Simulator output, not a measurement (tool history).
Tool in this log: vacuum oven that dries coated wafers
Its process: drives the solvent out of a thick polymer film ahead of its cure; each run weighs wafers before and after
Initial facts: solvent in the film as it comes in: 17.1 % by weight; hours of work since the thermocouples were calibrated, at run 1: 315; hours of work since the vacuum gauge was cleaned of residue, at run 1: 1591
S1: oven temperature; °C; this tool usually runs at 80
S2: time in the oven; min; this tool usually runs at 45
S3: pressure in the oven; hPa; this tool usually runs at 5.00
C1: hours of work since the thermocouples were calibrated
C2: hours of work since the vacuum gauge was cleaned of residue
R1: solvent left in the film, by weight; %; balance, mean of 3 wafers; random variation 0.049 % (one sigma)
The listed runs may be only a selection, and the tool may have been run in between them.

| run | hour | S1 | S2 | S3 | C1 | C2 | R1 |
|---|---|---|---|---|---|---|---|
| 1 | 0.0 | 80 | 45 | 5.00 | 315 | 1591 | 1.38 |
| 2 | 41.4 | 80 | 45 | 3.48 | 340 | 1617 | 1.26 |
| 3 | 88.5 | 80 | 45 | 3.48 | 368 | 1645 | 1.29 |
| 4 | 142.7 | 80 | 45 | 3.48 | 401 | 1678 | 1.27 |
| 5 | 201.3 | 80 | 45 | 5.00 | 437 | 1714 | 1.36 |
| 6 | 238.8 | 80 | 45 | 5.00 | 460 | 1737 | 1.33 |
|  | 245.3 | oven's thermocouples calibrated |
| 7 | 296.7 | 80 | 45 | 5.00 | 31 | 1771 | 1.40 |

Run 8, settings as shown, results not yet in. Your forecast:
| 8 | 344.5 | 80 | 45 | 5.54 | 60 | 1800 | ? |

R1: 1.45 %
With no hidden state in the tool, this same run would have given R1 1.02 %.

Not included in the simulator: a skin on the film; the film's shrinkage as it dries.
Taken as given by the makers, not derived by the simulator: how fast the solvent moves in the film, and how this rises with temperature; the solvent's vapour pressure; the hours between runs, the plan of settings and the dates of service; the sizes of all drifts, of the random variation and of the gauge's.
